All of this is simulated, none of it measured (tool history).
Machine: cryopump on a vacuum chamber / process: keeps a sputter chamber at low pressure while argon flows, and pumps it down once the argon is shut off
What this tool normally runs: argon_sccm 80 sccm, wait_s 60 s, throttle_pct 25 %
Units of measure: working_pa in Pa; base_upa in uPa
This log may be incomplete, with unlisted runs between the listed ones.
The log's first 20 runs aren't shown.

run 21 day=51.492 | argon_sccm=50 wait_s=66 throttle_pct=25 | working_pa=0.2938 base_upa=1.66
-- day=54.375 pump warmed up, emptied and cooled again
run 22 day=55.100 | argon_sccm=38 wait_s=78 throttle_pct=25 | working_pa=0.2163 base_upa=1.46
run 23 day=56.888 | argon_sccm=38 wait_s=78 throttle_pct=25 | working_pa=0.2167 base_upa=1.47
run 24 day=60.642 | argon_sccm=38 wait_s=78 throttle_pct=16 | working_pa=0.3362 base_upa=1.52
run 25 day=63.217 | argon_sccm=38 wait_s=78 throttle_pct=16 | working_pa=0.3391 base_upa=1.55
run 26 day=65.121 | argon_sccm=81 wait_s=85 throttle_pct=16 | working_pa=0.7228 base_upa=1.60
run 27 day=68.158 | argon_sccm=90 wait_s=34 throttle_pct=40 | working_pa=0.3287 base_upa=2.26
run 28 day=71.242 | argon_sccm=102 wait_s=109 throttle_pct=24 | working_pa=0.6139 base_upa=1.49
run 29 day=74.429 | argon_sccm=102 wait_s=109 throttle_pct=24 | working_pa=0.6122 base_upa=1.46
run 30 day=77.854 | argon_sccm=62 wait_s=109 throttle_pct=24 | working_pa=0.3718 base_upa=1.56
run 31 day=79.575 | argon_sccm=107 wait_s=60 throttle_pct=18 | working_pa=0.8526 base_upa=1.82
run 32 day=82.262 | argon_sccm=92 wait_s=43 throttle_pct=27 | working_pa=0.4960 base_upa=2.18
run 33 day=85.504 | argon_sccm=84 wait_s=43 throttle_pct=26 | working_pa=0.4687 base_upa=2.13
run 34 day=89.067 | argon_sccm=84 wait_s=43 throttle_pct=26 | working_pa=0.4705 base_upa=2.22

What if the next run were any one of these 4? Each begins from the tool's condition after run 34:
run A day=91.992 | argon_sccm=39 wait_s=49 throttle_pct=27 | working_pa=? base_upa=?
run B day=91.992 | argon_sccm=84 wait_s=50 throttle_pct=48 | working_pa=? base_upa=?
run C day=91.992 | argon_sccm=84 wait_s=21 throttle_pct=19 | working_pa=? base_upa=?
run D day=91.992 | argon_sccm=80 wait_s=25 throttle_pct=46 | working_pa=? base_upa=?

run=A working_pa=0.2112 base_upa=2.16
run=B working_pa=0.2631 base_upa=2.12
run=C working_pa=0.6370 base_upa=3.25
run=D working_pa=0.2601 base_upa=2.86
The same runs, with their run-to-run variation unchanged, on a tool lacking any hidden condition would have given:
run=A working_pa=0.2038 base_upa=1.04
run=B working_pa=0.2472 base_upa=0.99
run=C working_pa=0.6211 base_upa=2.09
run=D working_pa=0.2450 base_upa=1.74

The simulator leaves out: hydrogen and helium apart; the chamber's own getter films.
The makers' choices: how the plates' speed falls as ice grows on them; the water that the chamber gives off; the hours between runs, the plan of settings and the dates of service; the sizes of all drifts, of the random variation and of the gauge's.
